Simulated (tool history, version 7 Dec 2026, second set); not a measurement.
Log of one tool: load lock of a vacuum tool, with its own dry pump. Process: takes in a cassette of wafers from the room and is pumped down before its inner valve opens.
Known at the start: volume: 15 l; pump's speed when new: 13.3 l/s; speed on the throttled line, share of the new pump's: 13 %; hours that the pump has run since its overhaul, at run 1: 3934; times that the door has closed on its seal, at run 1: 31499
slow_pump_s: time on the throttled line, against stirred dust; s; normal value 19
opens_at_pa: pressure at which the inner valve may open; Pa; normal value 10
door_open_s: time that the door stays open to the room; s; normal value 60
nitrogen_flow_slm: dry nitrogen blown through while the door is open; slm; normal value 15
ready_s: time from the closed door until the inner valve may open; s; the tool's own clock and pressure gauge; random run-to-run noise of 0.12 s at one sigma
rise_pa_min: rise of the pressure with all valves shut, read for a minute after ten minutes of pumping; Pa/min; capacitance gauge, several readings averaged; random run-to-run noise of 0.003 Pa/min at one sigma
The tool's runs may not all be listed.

run,hour,slow_pump_s,opens_at_pa,door_open_s,nitrogen_flow_slm,hours that the pump has run since its overhaul,times that the door has closed on its seal,"incoming humidity of the room's air, %",ready_s,rise_pa_min
1,0,19,10,60,15,3934,31499,46.8,27,0.131
2,118.6,19,10,60,15,4052,32050,45,27,0.136
3,193.7,37,10,60,15,4127,32400,47,42.7,0.137
4,268.1,37,10,60,15,4202,32746,45.1,42.9,0.137
5,377.1,37,10,60,15,4311,33253,46.9,42.8,0.134
6,480.5,19,10,60,15,4414,33734,40.7,27,0.133
7,588.4,19,10,60,15,4522,34236,43.6,27.2,0.146
8,700,19,10,60,15,4634,34755,44.3,27.1,0.151
9,802.5,19,10,60,15,4736,35231,42.8,27.4,0.147
10,862.4,19,10,60,15,4796,35510,46.4,27,0.153
11,953.9,19,10,60,15,4887,35936,48.4,27.1,0.16
12,1075,19,10,60,15,5009,36499,43.9,27.4,0.159
13,1215.6,19,10,60,15,5149,37153,45.6,27.4,0.159
14,1352.6,19,10,47,15,5286,37790,44,27.4,0.162
15,1470.9,19,10,47,15,5404,38341,40.4,27,0.158
16,1565.1,19,10,47,15,5499,38779,45.3,27.1,0.163
17,1691.9,19,8,60,15,5625,39369,47.2,27.6,0.172
18,1769.6,19,10,60,15,5703,39730,43.6,27.2,0.174
19,1911.3,19,10,60,15,5845,40389,43.5,27.3,0.18
20,2027.6,35,10,60,15,5961,40930,46.4,41.3,0.188
21,2138.9,19,13,150,15,6072,41448,45.5,27.1,0.202
22,2276.1,19,13,150,15,6210,42086,47.8,27.1,0.211
23,2365.8,19,13,150,15,6299,42503,44.7,27,0.212
24,2455.2,19,13,150,15,6389,42919,45.3,26.7,0.217
25,2542.3,19,13,150,15,6476,43324,42.7,26.9,0.218
26,2614.6,18,13,60,15,6548,43661,42.2,26,0.196
27,2681.4,16,16,49,39,6615,43971,46.5,24,0.198
28,2822.6,26,12,48,26,6756,44628,42.6,32.9,0.203
29,2915.3,26,12,48,26,6849,45059,43.4,33.1,0.204
30,3015.7,26,12,48,26,6949,45526,44,33.4,0.204
31,3138.4,13,12,48,26,7072,46097,42.3,21.8,0.206
32,3202.3,23,7,115,12,7136,46394,45.8,31.1,0.24
33,3272.9,13,17,51,11,7206,46723,47.7,21.5,0.225
34,3330.4,13,17,51,11,7264,46990,46,21.2,0.23
35,3446.5,22,10,176,4,7380,47530,46.2,29.9,0.273
36,3573.7,34,14,95,43,7507,48122,48.4,39.8,0.227

Some steps in rise_pa_min, run to run, broken into two amounts with sign: the step expected even without the hidden condition (settings, incoming material, random variation), and the rest, left for the hidden condition together with whatever gauge scatter is not in both the measured and the hidden-condition-free result:
Hidden conditions of the tool in this case: pump's speed, % of a new pump's; leak at the door's seal, Pa l/s; drift of the gauge itself on ready_s, %; drift of the gauge itself on rise_pa_min, %.
Run 13 -> 14: door_open_s 60 -> 47. rise_pa_min +0.003 Pa/min: hidden state +0.007, all else -0.004.
Run 19 -> 20: slow_pump_s 19 -> 35. rise_pa_min +0.008 Pa/min: hidden state +0.009, all else -0.001.
Run 22 -> 23: no setting touched and nothing written in the log between the runs. rise_pa_min +0.001 Pa/min: hidden state +0.008, all else -0.007.
Run 31 -> 32: slow_pump_s 13 -> 23, opens_at_pa 12 -> 7, door_open_s 48 -> 115, nitrogen_flow_slm 26 -> 12. rise_pa_min +0.034 Pa/min: hidden state +0.006, all else +0.028.
Run 34 -> 35: slow_pump_s 13 -> 22, opens_at_pa 17 -> 10, door_open_s 51 -> 176, nitrogen_flow_slm 11 -> 4. rise_pa_min +0.043 Pa/min: hidden state +0.006, all else +0.037.
Run 35 -> 36: slow_pump_s 22 -> 34, opens_at_pa 10 -> 14, door_open_s 176 -> 95, nitrogen_flow_slm 4 -> 43. rise_pa_min -0.046 Pa/min: hidden state +0, all else -0.046.

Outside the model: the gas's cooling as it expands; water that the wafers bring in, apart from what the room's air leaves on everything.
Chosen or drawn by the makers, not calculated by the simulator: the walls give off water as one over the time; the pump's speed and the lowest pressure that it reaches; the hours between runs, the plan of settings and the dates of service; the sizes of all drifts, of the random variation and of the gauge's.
